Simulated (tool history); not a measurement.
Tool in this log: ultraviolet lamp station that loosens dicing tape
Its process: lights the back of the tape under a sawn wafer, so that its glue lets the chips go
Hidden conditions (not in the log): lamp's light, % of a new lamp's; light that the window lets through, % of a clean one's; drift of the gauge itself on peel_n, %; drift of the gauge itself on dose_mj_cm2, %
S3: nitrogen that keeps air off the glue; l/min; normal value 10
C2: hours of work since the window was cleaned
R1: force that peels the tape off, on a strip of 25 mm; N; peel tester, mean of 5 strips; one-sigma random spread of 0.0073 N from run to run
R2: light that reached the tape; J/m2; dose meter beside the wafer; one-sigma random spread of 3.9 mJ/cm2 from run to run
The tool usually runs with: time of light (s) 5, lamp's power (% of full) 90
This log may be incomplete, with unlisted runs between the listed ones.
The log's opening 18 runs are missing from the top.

run 19 hour=176.6 | time_of_light_(s)=3 lamp's_power_(%_of_full)=90 S3=10 | hours_of_work_of_the_lamp=200 C2=265 | R1=0.808 R2=3550
run 20 hour=187.1 | time_of_light_(s)=6 lamp's_power_(%_of_full)=78 S3=14 | hours_of_work_of_the_lamp=207 C2=272 | R1=0.269 R2=6020
run 21 hour=199.8 | time_of_light_(s)=3 lamp's_power_(%_of_full)=90 S3=16 | hours_of_work_of_the_lamp=216 C2=281 | R1=0.637 R2=3530
run 22 hour=207.0 | time_of_light_(s)=2 lamp's_power_(%_of_full)=61 S3=5 | hours_of_work_of_the_lamp=221 C2=286 | R1=2.791 R2=1560
run 23 hour=214.2 | time_of_light_(s)=8 lamp's_power_(%_of_full)=64 S3=11 | hours_of_work_of_the_lamp=226 C2=291 | R1=0.270 R2=6560
run 24 hour=220.2 | time_of_light_(s)=4 lamp's_power_(%_of_full)=73 S3=16 | hours_of_work_of_the_lamp=230 C2=295 | R1=0.569 R2=3720
run 25 hour=231.3 | time_of_light_(s)=7 lamp's_power_(%_of_full)=62 S3=18 | hours_of_work_of_the_lamp=237 C2=303 | R1=0.274 R2=5520
run 26 hour=243.1 | time_of_light_(s)=7 lamp's_power_(%_of_full)=62 S3=18 | hours_of_work_of_the_lamp=245 C2=311 | R1=0.278 R2=5540
run 27 hour=251.0 | time_of_light_(s)=8 lamp's_power_(%_of_full)=90 S3=3 | hours_of_work_of_the_lamp=251 C2=316 | R1=0.268 R2=9060
run 28 hour=257.1 | time_of_light_(s)=5 lamp's_power_(%_of_full)=90 S3=11 | hours_of_work_of_the_lamp=255 C2=320 | R1=0.318 R2=5710
run 29 hour=265.2 | time_of_light_(s)=5 lamp's_power_(%_of_full)=90 S3=11 | hours_of_work_of_the_lamp=261 C2=326 | R1=0.308 R2=5700
run 30 hour=273.1 | time_of_light_(s)=2 lamp's_power_(%_of_full)=90 S3=7 | hours_of_work_of_the_lamp=266 C2=331 | R1=1.752 R2=2270
run 31 hour=281.0 | time_of_light_(s)=3 lamp's_power_(%_of_full)=90 S3=10 | hours_of_work_of_the_lamp=272 C2=337 | R1=0.836 R2=3400
run 32 hour=292.3 | time_of_light_(s)=8 lamp's_power_(%_of_full)=80 S3=12 | hours_of_work_of_the_lamp=279 C2=345 | R1=0.211 R2=8100
run 33 hour=299.1 | time_of_light_(s)=8 lamp's_power_(%_of_full)=80 S3=12 | hours_of_work_of_the_lamp=284 C2=349 | R1=0.217 R2=7950
run 34 hour=312.4 | time_of_light_(s)=4 lamp's_power_(%_of_full)=84 S3=13 | hours_of_work_of_the_lamp=293 C2=359 | R1=0.500 R2=4160

Here are 5 independent what-if runs from the current tool condition. What would each one return?
run A hour=319.8 | time_of_light_(s)=3 lamp's_power_(%_of_full)=70 S3=8 | hours_of_work_of_the_lamp=298 C2=364 | R1=? R2=?
run B hour=319.8 | time_of_light_(s)=4 lamp's_power_(%_of_full)=84 S3=3 | hours_of_work_of_the_lamp=298 C2=364 | R1=? R2=?
run C hour=319.8 | time_of_light_(s)=3 lamp's_power_(%_of_full)=71 S3=3 | hours_of_work_of_the_lamp=298 C2=364 | R1=? R2=?
run D hour=319.8 | time_of_light_(s)=6 lamp's_power_(%_of_full)=79 S3=7 | hours_of_work_of_the_lamp=298 C2=364 | R1=? R2=?
run E hour=319.8 | time_of_light_(s)=5 lamp's_power_(%_of_full)=84 S3=13 | hours_of_work_of_the_lamp=298 C2=364 | R1=? R2=?

run=A R1=1.415 R2=2580
run=B R1=1.116 R2=4130
run=C R1=2.066 R2=2600
run=D R1=0.374 R2=5910
run=E R1=0.335 R2=5220
What these runs would have given with no unlogged condition in the tool:
run=A R1=1.074 R2=3110
run=B R1=0.823 R2=4960
run=C R1=1.663 R2=3120
run=D R1=0.281 R2=7110
run=E R1=0.255 R2=6270
